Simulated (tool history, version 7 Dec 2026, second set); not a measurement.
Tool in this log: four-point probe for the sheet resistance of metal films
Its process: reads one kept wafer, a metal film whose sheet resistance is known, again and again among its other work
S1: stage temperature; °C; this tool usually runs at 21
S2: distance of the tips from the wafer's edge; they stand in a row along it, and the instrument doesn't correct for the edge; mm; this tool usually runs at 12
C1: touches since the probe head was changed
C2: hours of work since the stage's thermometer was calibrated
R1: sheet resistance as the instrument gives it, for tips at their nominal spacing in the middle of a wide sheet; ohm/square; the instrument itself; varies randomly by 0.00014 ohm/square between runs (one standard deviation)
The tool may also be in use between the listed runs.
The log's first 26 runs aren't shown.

run     day  S1  S2     C1    C2        R1
 27  22.629  21   4  26332  1117  0.756202
 28  23.788  21  40  26906  1133  0.719599
 29  24.621  24   3  27320  1145  0.781845
 30  25.383  24   3  27700  1156  0.781586
 31  26.412  22  35  28210  1170   0.71957
 32  27.329  22  35  28665  1183  0.719288
 33  28.504  20   7  29248  1200  0.731565
 34    29.4  20   7  29694  1213  0.732057
 35    30.2  34   5  30091  1224  0.742772
 36   31.25  25  24  30612  1239  0.720239
 37  31.812  29  25  30892  1247   0.71988
 38  32.704  23  12  31334  1260  0.723534
 39   33.25  34  19  31604  1268  0.720425
 40  33.904  27  30  31929  1277  0.719767
 41    34.8  20   8  32375  1290  0.728945
 42  35.708  24  32  32824  1303  0.720197
 43  36.429  21   5  33182  1313  0.743452
 44  37.133  20  12  33533  1323  0.723687
 45  37.667  24  12  33798  1331  0.723655

Predict each of these 4 candidate next runs independently; none follows another, all start after run 45:
  A  38.212  21  12  34068  1338   ?
  B  38.212  20  39  34068  1338   ?
  C  38.212  29  13  34068  1338   ?
  D  38.212  34  12  34068  1338   ?

run        R1
  A  0.723728
  B  0.719772
  C  0.722567
  D   0.72323
The same runs, with their run-to-run variation unchanged, on a tool lacking any hidden condition would have given:
run        R1
  A  0.721944
  B  0.718003
  C  0.720745
  D  0.721383
